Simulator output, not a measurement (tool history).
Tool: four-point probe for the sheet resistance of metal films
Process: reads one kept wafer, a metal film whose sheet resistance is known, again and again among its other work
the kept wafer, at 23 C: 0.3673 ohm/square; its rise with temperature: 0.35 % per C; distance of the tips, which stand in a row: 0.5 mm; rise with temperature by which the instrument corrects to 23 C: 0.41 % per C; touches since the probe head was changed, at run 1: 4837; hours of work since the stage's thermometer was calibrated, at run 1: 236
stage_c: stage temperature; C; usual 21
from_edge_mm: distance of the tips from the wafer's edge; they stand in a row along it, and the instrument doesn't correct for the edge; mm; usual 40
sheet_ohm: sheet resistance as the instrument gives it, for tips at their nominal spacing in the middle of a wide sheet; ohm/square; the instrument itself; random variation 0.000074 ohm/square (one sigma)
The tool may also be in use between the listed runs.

run    hour  stage_c  from_edge_mm  touches since the probe head was changed  hours of work since the stage's thermometer was calibrated  sheet_ohm
  1     0.0       21            40                                      4837                                                         236   0.367604
  2    19.4       21            40                                      5365                                                         251   0.367650
  3    47.7       23            40                                      6136                                                         273   0.367144
  4    75.9       23            40                                      6904                                                         295   0.367100
  5    94.4       23            40                                      7409                                                         309   0.367236
  6   121.5       23            40                                      8147                                                         330   0.367297
  7   144.9       21             7                                      8785                                                         348   0.368769
  8   172.9       21             3                                      9547                                                         370   0.373190
  9   200.0       21             3                                     10285                                                         391   0.373222
 10   227.5       21            40                                     11036                                                         412   0.367799
 11   245.1       21            40                                     11514                                                         426   0.367813
 12   269.6       21             6                                     12183                                                         445   0.369026
 13   298.3       21             6                                     12963                                                         467   0.369347
 14   327.5       21             6                                     13758                                                         490   0.369253
 15   355.2       18            40                                     14515                                                         511   0.368698
 16   383.0       18            40                                     15270                                                         533   0.368609
 17   412.7       18            40                                     16079                                                         556   0.368716
 18   430.8       18            40                                     16572                                                         570   0.368698
 19   459.8       18            40                                     17364                                                         592   0.368793
 20   488.6       18            40                                     18148                                                         615   0.368607
 21   502.2       18            40                                     18519                                                         625   0.368705
 22   527.3       18            40                                     19201                                                         645   0.368780
 23   556.4       28             8                                     19993                                                         667   0.367482
 24   571.3       28             8                                     20400                                                         679   0.367521
 25   597.1       27            35                                     21102                                                         699   0.366982
 26   612.8       21             6                                     21530                                                         711   0.369707
 27   626.0       25             7                                     21891                                                         721   0.368337
 28   652.7       18            40                                     22617                                                         742   0.368844
 29   678.2       29            14                                     23313                                                         762   0.366767
 30   705.9       29            14                                     24067                                                         783   0.366857
 31   731.6       18             5                                     24768                                                         803   0.370971
 32   759.5       19             4                                     25527                                                         825   0.371887
 33   779.9       21            10                                     26084                                                         840   0.368876
 34   807.7       21             8                                     26842                                                         862   0.369104
 35   836.8       19             7                                     27632                                                         884   0.369740
 36   859.8       34            54                                     28260                                                         902   0.365656
 37   885.1       18            13                                     28948                                                         922   0.369435
 38   901.1       35            75                                     29384                                                         934   0.365412
 39   920.0       21            21                                     29901                                                         949   0.368442
 40   949.4       31             4                                     30700                                                         972   0.369469
 41   973.8       23             4                                     31365                                                         991   0.371115
 42   993.1       23             4                                     31892                                                        1006   0.371202
 43  1006.4       29             7                                     32252                                                        1016   0.367968
 44  1033.7       26             8                                     32996                                                        1037   0.368310

Forecast each of these 4 alternatives for the next run:
  A  1052.2       26             4                                     33501                                                        1051          ?
  B  1052.2       21            29                                     33501                                                        1051          ?
  C  1052.2       24            36                                     33501                                                        1051          ?
  D  1052.2       32            47                                     33501                                                        1051          ?

run  sheet_ohm
  A   0.370629
  B   0.368644
  C   0.367843
  D   0.366312
Without the tool's hidden state the same runs would have given:
run  sheet_ohm
  A   0.369785
  B   0.367797
  C   0.367002
  D   0.365485
